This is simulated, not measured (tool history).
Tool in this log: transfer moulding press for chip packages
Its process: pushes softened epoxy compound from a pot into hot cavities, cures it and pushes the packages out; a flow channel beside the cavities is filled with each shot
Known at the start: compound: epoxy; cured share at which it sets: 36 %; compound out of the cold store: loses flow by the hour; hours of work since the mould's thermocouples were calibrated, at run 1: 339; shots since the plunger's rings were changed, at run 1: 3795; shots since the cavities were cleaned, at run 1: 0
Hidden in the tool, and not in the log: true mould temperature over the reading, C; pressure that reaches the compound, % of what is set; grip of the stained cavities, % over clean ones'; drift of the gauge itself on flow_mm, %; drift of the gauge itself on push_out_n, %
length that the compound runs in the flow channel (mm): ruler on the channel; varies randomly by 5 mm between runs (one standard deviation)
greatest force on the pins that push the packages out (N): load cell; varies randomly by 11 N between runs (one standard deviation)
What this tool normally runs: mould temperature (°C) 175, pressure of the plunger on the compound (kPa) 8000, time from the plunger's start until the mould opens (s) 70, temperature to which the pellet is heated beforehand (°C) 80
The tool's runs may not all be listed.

run	day	mould temperature (°C)	pressure of the plunger on the compound (kPa)	time from the plunger's start until the mould opens (s)	temperature to which the pellet is heated beforehand (°C)	hours of work since the mould's thermocouples were calibrated	shots since the plunger's rings were changed	shots since the cavities were cleaned	incoming compound's hours out of the cold store	length that the compound runs in the flow channel (mm)	greatest force on the pins that push the packages out (N)
1	0	175	8000	70	80	339	3795	0	19.1	754	525
2	1.325	180	8000	70	80	361	4275	480	47.1	687	581
# day 2.542: cavities cleaned with cleaning compound and waxed
3	2.629	175	6220	70	80	381	4726	32	13.1	667	994
4	3.679	175	8000	70	85	397	5106	412	38.7	707	924
5	4.804	175	8000	70	80	415	5513	819	15.1	753	958
# day 5.083: cavities cleaned with cleaning compound and waxed
6	5.508	175	8000	70	80	426	5746	154	44.9	686	582
# day 5.821: plunger's sealing rings changed
7	6.212	175	8000	70	80	435	143	372	11.9	792	782
8	6.883	175	8000	58	80	446	385	614	18.7	767	1388
# day 7.688: cavities cleaned with cleaning compound and waxed
9	8.112	175	8000	70	80	464	808	154	37.7	733	630
10	8.688	175	8000	70	80	474	1017	363	34.9	735	737
11	10.071	175	8000	54	80	496	1518	864	36.9	735	1705
# day 10.208: cavities cleaned with cleaning compound and waxed
# day 10.588: cavities cleaned with cleaning compound and waxed, once more
12	11.088	175	8000	54	80	510	1840	180	8.9	778	1408
13	11.925	175	8000	54	77	523	2144	484	41	717	1614
14	12.758	175	8000	54	77	537	2447	787	28.4	744	1730
# day 13.125: cavities cleaned with cleaning compound and waxed
15	13.767	175	8000	58	77	552	2789	233	18	760	1227
# day 14.212: mould's thermocouples calibrated
16	15.121	175	8000	58	77	15	3249	693	33.1	720	1362
# day 15.762: cavities cleaned with cleaning compound and waxed
17	16.254	183	7610	56	72	32	3638	179	14.2	720	706
18	17.342	175	6270	56	72	49	4032	573	14.1	667	1559
# day 18.296: cavities cleaned with cleaning compound and waxed
19	18.762	175	6270	56	72	71	4524	170	36.2	630	1188
20	19.879	175	6270	56	72	89	4927	573	22.7	652	1517
# day 20.758: cavities cleaned with cleaning compound and waxed
21	20.904	175	6330	64	72	104	5277	53	10.1	681	807
22	21.892	181	7900	86	78	120	5634	410	21.9	711	497
# day 22.504: plunger's sealing rings changed
23	23.117	181	7900	86	78	138	222	817	34.2	727	541
# day 23.371: cavities cleaned with cleaning compound and waxed
24	24.017	171	7900	58	78	151	524	232	13.6	789	1596
25	24.658	175	9120	58	78	161	758	466	23.3	819	1298
26	25.383	170	9190	84	87	173	1021	729	12.6	854	785
# day 25.867: cavities cleaned with cleaning compound and waxed
27	26.271	170	7620	84	87	186	1319	147	30.2	751	592
28	27.175	175	7600	58	80	201	1647	475	12.5	758	1408

What if the next run were any one of these 4? Each begins from the tool's condition after run 28:
A	27.879	180	9630	70	74	212	1902	730	46.9	?	?
B	27.879	169	6750	80	80	212	1902	730	40.3	?	?
C	27.879	175	9040	58	80	212	1902	730	33.2	?	?
D	27.879	175	8000	59	80	212	1902	730	20.8	?	?

run	length that the compound runs in the flow channel (mm)	greatest force on the pins that push the packages out (N)
A	762	613
B	675	955
C	779	1323
D	758	1418
The same runs, with their run-to-run variation unchanged, on a tool lacking any hidden condition would have given:
run	length that the compound runs in the flow channel (mm)	greatest force on the pins that push the packages out (N)
A	772	366
B	683	558
C	789	775
D	768	832

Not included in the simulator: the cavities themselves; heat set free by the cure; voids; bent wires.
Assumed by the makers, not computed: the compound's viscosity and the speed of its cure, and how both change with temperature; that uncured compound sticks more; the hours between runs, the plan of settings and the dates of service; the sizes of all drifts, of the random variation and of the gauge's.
